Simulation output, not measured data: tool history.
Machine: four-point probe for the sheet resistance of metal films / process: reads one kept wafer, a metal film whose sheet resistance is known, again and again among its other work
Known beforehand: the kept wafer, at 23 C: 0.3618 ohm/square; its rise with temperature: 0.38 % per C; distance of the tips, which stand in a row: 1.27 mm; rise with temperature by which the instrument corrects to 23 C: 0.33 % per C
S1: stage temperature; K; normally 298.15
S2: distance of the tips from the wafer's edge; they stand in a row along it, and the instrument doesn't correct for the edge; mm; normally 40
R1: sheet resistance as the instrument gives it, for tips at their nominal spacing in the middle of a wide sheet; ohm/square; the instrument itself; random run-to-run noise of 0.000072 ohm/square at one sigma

run    hour      S1  S2        R1
  1     0.0  298.15  40  0.362413
  2    28.4  299.15  40  0.362844
  3    52.1  298.15  40  0.362464
  4    78.3  293.15  40  0.361774
  5   111.9  298.15  40  0.362531
  6   138.9  298.15  40  0.362709
  7   185.2  305.15  40  0.363805
  8   232.0  305.15  40  0.363794
  9   278.7  298.15  40  0.362871
 10   332.1  298.15  40  0.362917
 11   384.8  298.15  40  0.362959
 12   410.4  298.15  40  0.363029
 13   433.0  298.15  40  0.363148
      438.1  -- stage's thermometer calibrated
 14   483.3  298.15  40  0.363377
 15   509.4  298.15  40  0.363353
 16   559.1  298.15  40  0.363301
 17   592.8  298.15  40  0.363353
      613.1  -- stage's thermometer calibrated, once more
 18   640.6  298.15   7  0.369363
 19   665.4  298.15   7  0.369314
 20   709.6  298.15   7  0.369387
 21   750.0  298.15   6  0.371812
 22   803.1  298.15  48  0.363204
 23   858.0  298.15  48  0.363469
 24   903.0  298.15  40  0.363610
 25   954.2  298.15  40  0.363620
 26   997.2  298.15  42  0.363777
 27  1033.9  299.15  41  0.363949
 28  1058.0  307.15   4  0.383948
 29  1090.0  292.15   4  0.381232
 30  1145.0  293.15  60  0.363090
 31  1176.4  292.15  33  0.363075
 32  1231.2  295.15  54  0.363551
 33  1268.5  295.15  54  0.363727
 34  1305.7  293.15   4  0.381953
 35  1342.2  293.15   4  0.381888
 36  1368.4  293.15   4  0.382022
 37  1408.8  293.15   4  0.382009
 38  1457.2  298.15  40  0.364424
 39  1494.8  298.15  40  0.364677
 40  1539.7  296.15   8  0.368979
     1583.2  -- new probe head fitted
 41  1591.5  298.15  10  0.363626
 42  1634.0  300.15  12  0.363033
 43  1688.4  298.15   4  0.379351
 44  1717.8  293.15  43  0.360163

Each row is a separate what-if for the run after 44, all from the same tool condition, not one after another. Results?
  A  1746.2  298.15  16   ?
  B  1746.2  300.15   6   ?
  C  1746.2  295.15  39   ?

run        R1
  A  0.361877
  B  0.369624
  C  0.360563
With the hidden condition removed and each run's random variation left untouched, the same runs would have given:
run        R1
  A  0.363206
  B  0.370980
  C  0.361886
